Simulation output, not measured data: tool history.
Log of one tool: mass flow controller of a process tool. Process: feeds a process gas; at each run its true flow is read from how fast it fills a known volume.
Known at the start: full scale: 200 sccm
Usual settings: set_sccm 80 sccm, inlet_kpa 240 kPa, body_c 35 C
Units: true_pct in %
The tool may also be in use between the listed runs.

| run | day | set_sccm | inlet_kpa | body_c | true_pct |
|---|---|---|---|---|---|
| 1 | 0.000 | 80 | 240 | 35 | 98.90 |
| 2 | 4.529 | 80 | 240 | 35 | 99.03 |
| 3 | 11.108 | 80 | 240 | 35 | 98.88 |
| 4 | 14.304 | 80 | 240 | 28 | 98.58 |
| 5 | 18.233 | 80 | 240 | 28 | 98.51 |
| 6 | 25.292 | 21 | 240 | 35 | 98.38 |
| 7 | 31.100 | 80 | 240 | 21 | 98.17 |
| 8 | 35.912 | 80 | 277 | 35 | 98.89 |
| 9 | 42.129 | 80 | 240 | 35 | 99.07 |
| 10 | 47.908 | 200 | 240 | 35 | 100.44 |
| 11 | 54.883 | 80 | 240 | 35 | 99.05 |
| 12 | 62.138 | 80 | 240 | 35 | 99.26 |
| 13 | 66.012 | 25 | 154 | 23 | 98.03 |
| 14 | 70.921 | 66 | 160 | 28 | 98.84 |
| 15 | 75.125 | 36 | 225 | 39 | 98.75 |
| 16 | 78.779 | 25 | 191 | 36 | 98.55 |
| 17 | 82.483 | 80 | 196 | 35 | 99.33 |
| 18 | 88.750 | 80 | 196 | 35 | 99.12 |
| 19 | 92.829 | 111 | 206 | 32 | 99.32 |
| 20 | 98.800 | 111 | 206 | 32 | 99.38 |
| 21 | 102.038 | 155 | 227 | 30 | 99.73 |
| 22 | 108.783 | 38 | 272 | 20 | 97.63 |
| 23 | 115.733 | 45 | 170 | 25 | 98.36 |

5 ways to go on from here, each from the tool as it stands after run 23. What would each give?
| A | 120.517 | 189 | 170 | 26 | ? |
| B | 120.517 | 35 | 173 | 31 | ? |
| C | 120.517 | 80 | 240 | 23 | ? |
| D | 120.517 | 59 | 145 | 28 | ? |
| E | 120.517 | 45 | 170 | 34 | ? |

| run | true_pct |
|---|---|
| A | 100.04 |
| B | 98.41 |
| C | 98.34 |
| D | 98.71 |
| E | 98.73 |
Without the tool's hidden state the same runs would have given:
| run | true_pct |
|---|---|
| A | 100.05 |
| B | 98.43 |
| C | 98.35 |
| D | 98.72 |
| E | 98.75 |
